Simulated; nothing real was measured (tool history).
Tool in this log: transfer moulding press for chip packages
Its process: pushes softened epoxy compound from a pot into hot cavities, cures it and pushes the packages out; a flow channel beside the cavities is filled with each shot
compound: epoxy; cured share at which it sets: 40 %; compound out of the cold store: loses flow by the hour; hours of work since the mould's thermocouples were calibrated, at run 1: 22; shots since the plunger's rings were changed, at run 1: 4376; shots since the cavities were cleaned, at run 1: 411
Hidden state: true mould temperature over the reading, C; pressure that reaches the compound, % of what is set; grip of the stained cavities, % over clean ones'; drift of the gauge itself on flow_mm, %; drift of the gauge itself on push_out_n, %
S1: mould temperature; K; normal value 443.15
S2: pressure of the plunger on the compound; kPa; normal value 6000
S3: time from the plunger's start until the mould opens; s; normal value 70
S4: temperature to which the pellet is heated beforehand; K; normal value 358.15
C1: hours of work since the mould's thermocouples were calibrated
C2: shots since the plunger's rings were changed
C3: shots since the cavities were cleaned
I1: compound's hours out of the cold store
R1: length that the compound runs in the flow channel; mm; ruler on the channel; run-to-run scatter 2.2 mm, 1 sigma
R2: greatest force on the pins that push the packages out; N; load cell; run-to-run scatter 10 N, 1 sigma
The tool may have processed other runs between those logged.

run 1 hour=0 | S1=443.15 S2=6000 S3=70 S4=358.15 | C1=22 C2=4376 C3=411 | I1=39.9 | R1=512 R2=477
run 2 hour=12.7 | S1=443.15 S2=6000 S3=70 S4=359.15 | C1=29 C2=4549 C3=584 | I1=35.7 | R1=522 R2=468
-- hour=15.3 cavities cleaned with cleaning compound and waxed
run 3 hour=26.5 | S1=443.15 S2=6000 S3=70 S4=359.15 | C1=36 C2=4715 C3=152 | I1=28.8 | R1=544 R2=484
run 4 hour=40.7 | S1=443.15 S2=6000 S3=70 S4=358.15 | C1=44 C2=4907 C3=344 | I1=10.1 | R1=607 R2=509
-- hour=51 plunger's sealing rings changed
run 5 hour=51.4 | S1=443.15 S2=6000 S3=70 S4=358.15 | C1=49 C2=5 C3=456 | I1=44.5 | R1=498 R2=471
run 6 hour=60 | S1=443.15 S2=6000 S3=79 S4=358.15 | C1=54 C2=122 C3=573 | I1=17.7 | R1=587 R2=467
-- hour=63.4 cavities cleaned with cleaning compound and waxed
run 7 hour=69.6 | S1=443.15 S2=6000 S3=79 S4=358.15 | C1=59 C2=232 C3=84 | I1=32.6 | R1=531 R2=458
run 8 hour=80.4 | S1=443.15 S2=6000 S3=79 S4=358.15 | C1=65 C2=378 C3=230 | I1=43.9 | R1=501 R2=438
run 9 hour=93.2 | S1=443.15 S2=6000 S3=79 S4=358.15 | C1=72 C2=552 C3=404 | I1=31 | R1=542 R2=433
run 10 hour=102.1 | S1=436.15 S2=6000 S3=70 S4=358.15 | C1=77 C2=673 C3=525 | I1=46.9 | R1=504 R2=666
-- hour=108.8 cavities cleaned with cleaning compound and waxed
run 11 hour=112.2 | S1=443.15 S2=6000 S3=70 S4=358.15 | C1=82 C2=789 C3=45 | I1=14.2 | R1=595 R2=470
run 12 hour=118.2 | S1=443.15 S2=6570 S3=70 S4=358.15 | C1=86 C2=871 C3=127 | I1=32.8 | R1=559 R2=491
run 13 hour=128.8 | S1=443.15 S2=6570 S3=70 S4=358.15 | C1=92 C2=1014 C3=270 | I1=19.8 | R1=599 R2=492
run 14 hour=140.5 | S1=443.15 S2=6570 S3=70 S4=358.15 | C1=99 C2=1173 C3=429 | I1=28.9 | R1=573 R2=497
run 15 hour=148.8 | S1=443.15 S2=5400 S3=98 S4=362.15 | C1=103 C2=1285 C3=541 | I1=22.6 | R1=536 R2=430
-- hour=154.6 cavities cleaned with cleaning compound and waxed
run 16 hour=157.8 | S1=443.15 S2=5400 S3=98 S4=362.15 | C1=108 C2=1388 C3=43 | I1=15 | R1=565 R2=445
run 17 hour=169.4 | S1=443.15 S2=5400 S3=98 S4=362.15 | C1=114 C2=1544 C3=199 | I1=41.5 | R1=480 R2=438
run 18 hour=181.2 | S1=446.15 S2=6000 S3=70 S4=350.15 | C1=121 C2=1705 C3=360 | I1=32.9 | R1=527 R2=461

Run 19, settings as shown, results not yet in. Your forecast:
run 19 hour=188.9 | S1=446.15 S2=6000 S3=70 S4=350.15 | C1=125 C2=1809 C3=464 | I1=27.6 | R1=? R2=?

R1: 545 mm
R2: 464 N
On a tool with no hidden condition, and with the same random variation, this run would have come out at R1 545 mm, R2 461 N.
